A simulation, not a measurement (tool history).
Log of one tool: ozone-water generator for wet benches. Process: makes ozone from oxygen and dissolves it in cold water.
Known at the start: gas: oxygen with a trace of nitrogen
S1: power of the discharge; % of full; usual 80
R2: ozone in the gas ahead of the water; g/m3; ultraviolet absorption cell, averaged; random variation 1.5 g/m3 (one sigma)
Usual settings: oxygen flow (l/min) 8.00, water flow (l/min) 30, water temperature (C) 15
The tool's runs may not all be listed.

{"run": 1, "hour": 0.0, "S1": 80, "oxygen flow (l/min)": 8.0, "water flow (l/min)": 30, "water temperature (C)": 15, "dissolved ozone (ppm)": 34.0, "R2": 273.6}
{"run": 2, "hour": 76.9, "S1": 80, "oxygen flow (l/min)": 8.0, "water flow (l/min)": 44, "water temperature (C)": 15, "dissolved ozone (ppm)": 24.3, "R2": 271.0}
{"run": 3, "hour": 128.0, "S1": 80, "oxygen flow (l/min)": 8.0, "water flow (l/min)": 44, "water temperature (C)": 15, "dissolved ozone (ppm)": 24.5, "R2": 272.9}
{"run": 4, "hour": 185.1, "S1": 80, "oxygen flow (l/min)": 8.0, "water flow (l/min)": 44, "water temperature (C)": 15, "dissolved ozone (ppm)": 24.5, "R2": 273.4}
{"run": 5, "hour": 234.1, "S1": 80, "oxygen flow (l/min)": 8.0, "water flow (l/min)": 30, "water temperature (C)": 7, "dissolved ozone (ppm)": 37.7, "R2": 271.0}
{"run": 6, "hour": 331.8, "S1": 80, "oxygen flow (l/min)": 8.0, "water flow (l/min)": 30, "water temperature (C)": 7, "dissolved ozone (ppm)": 37.7, "R2": 269.9}
{"run": 7, "hour": 403.1, "S1": 80, "oxygen flow (l/min)": 8.0, "water flow (l/min)": 30, "water temperature (C)": 7, "dissolved ozone (ppm)": 38.0, "R2": 267.9}
{"run": 8, "hour": 468.5, "S1": 80, "oxygen flow (l/min)": 8.0, "water flow (l/min)": 30, "water temperature (C)": 7, "dissolved ozone (ppm)": 37.5, "R2": 271.2}
{"run": 9, "hour": 570.4, "S1": 80, "oxygen flow (l/min)": 8.0, "water flow (l/min)": 30, "water temperature (C)": 7, "dissolved ozone (ppm)": 37.6, "R2": 270.3}
{"run": 10, "hour": 654.9, "S1": 80, "oxygen flow (l/min)": 8.0, "water flow (l/min)": 30, "water temperature (C)": 11, "dissolved ozone (ppm)": 35.8, "R2": 270.9}
{"run": 11, "hour": 723.1, "S1": 80, "oxygen flow (l/min)": 8.0, "water flow (l/min)": 30, "water temperature (C)": 11, "dissolved ozone (ppm)": 36.0, "R2": 270.5}
{"run": 12, "hour": 824.1, "S1": 80, "oxygen flow (l/min)": 8.0, "water flow (l/min)": 30, "water temperature (C)": 11, "dissolved ozone (ppm)": 36.1, "R2": 268.0}
{"run": 13, "hour": 914.8, "S1": 75, "oxygen flow (l/min)": 4.69, "water flow (l/min)": 23, "water temperature (C)": 20, "dissolved ozone (ppm)": 34.3, "R2": 321.3}
{"run": 14, "hour": 976.5, "S1": 80, "oxygen flow (l/min)": 8.0, "water flow (l/min)": 30, "water temperature (C)": 15, "dissolved ozone (ppm)": 34.5, "R2": 270.8}
{"run": 15, "hour": 1057.1, "S1": 80, "oxygen flow (l/min)": 8.0, "water flow (l/min)": 30, "water temperature (C)": 15, "dissolved ozone (ppm)": 34.3, "R2": 267.0}
{"run": 16, "hour": 1126.7, "S1": 80, "oxygen flow (l/min)": 4.27, "water flow (l/min)": 25, "water temperature (C)": 15, "dissolved ozone (ppm)": 34.9, "R2": 352.4}
{"run": 17, "hour": 1224.4, "S1": 80, "oxygen flow (l/min)": 4.27, "water flow (l/min)": 25, "water temperature (C)": 15, "dissolved ozone (ppm)": 34.6, "R2": 348.6}
{"run": 18, "hour": 1332.0, "S1": 76, "oxygen flow (l/min)": 13.72, "water flow (l/min)": 36, "water temperature (C)": 22, "dissolved ozone (ppm)": 26.9, "R2": 205.7}
{"run": 19, "hour": 1436.8, "S1": 76, "oxygen flow (l/min)": 13.72, "water flow (l/min)": 36, "water temperature (C)": 22, "dissolved ozone (ppm)": 26.5, "R2": 207.5}
{"run": 20, "hour": 1486.8, "S1": 48, "oxygen flow (l/min)": 6.61, "water flow (l/min)": 25, "water temperature (C)": 22, "dissolved ozone (ppm)": 23.0, "R2": 191.8}
{"run": 21, "hour": 1596.0, "S1": 80, "oxygen flow (l/min)": 8.0, "water flow (l/min)": 30, "water temperature (C)": 14, "dissolved ozone (ppm)": 34.9, "R2": 267.9}
{"run": 22, "hour": 1682.0, "S1": 54, "oxygen flow (l/min)": 8.0, "water flow (l/min)": 30, "water temperature (C)": 8, "dissolved ozone (ppm)": 27.3, "R2": 194.1}
{"run": 23, "hour": 1733.4, "S1": 54, "oxygen flow (l/min)": 8.0, "water flow (l/min)": 30, "water temperature (C)": 8, "dissolved ozone (ppm)": 27.0, "R2": 193.2}

Taken out of this log: 2 entries between the listed runs. Where each belongs, and how the hidden state differs across it:
Between runs 6 and 7: contactor cleaned (hour 392.1)
  contactor's efficiency, % of a clean one's: 99.9 -> 100; drift of the gauge itself on gas_g_m3, %: -0.46 -> -0.56
  measured less the result without the state, R2: -1.5 -> -1.7 g/m3
Between runs 19 and 20: water thermometer calibrated (hour 1444.6)
  drift of the gauge itself on gas_g_m3, %: -1.99 -> -2.06
  measured less the result without the state, R2: -4.4 -> -4.1 g/m3

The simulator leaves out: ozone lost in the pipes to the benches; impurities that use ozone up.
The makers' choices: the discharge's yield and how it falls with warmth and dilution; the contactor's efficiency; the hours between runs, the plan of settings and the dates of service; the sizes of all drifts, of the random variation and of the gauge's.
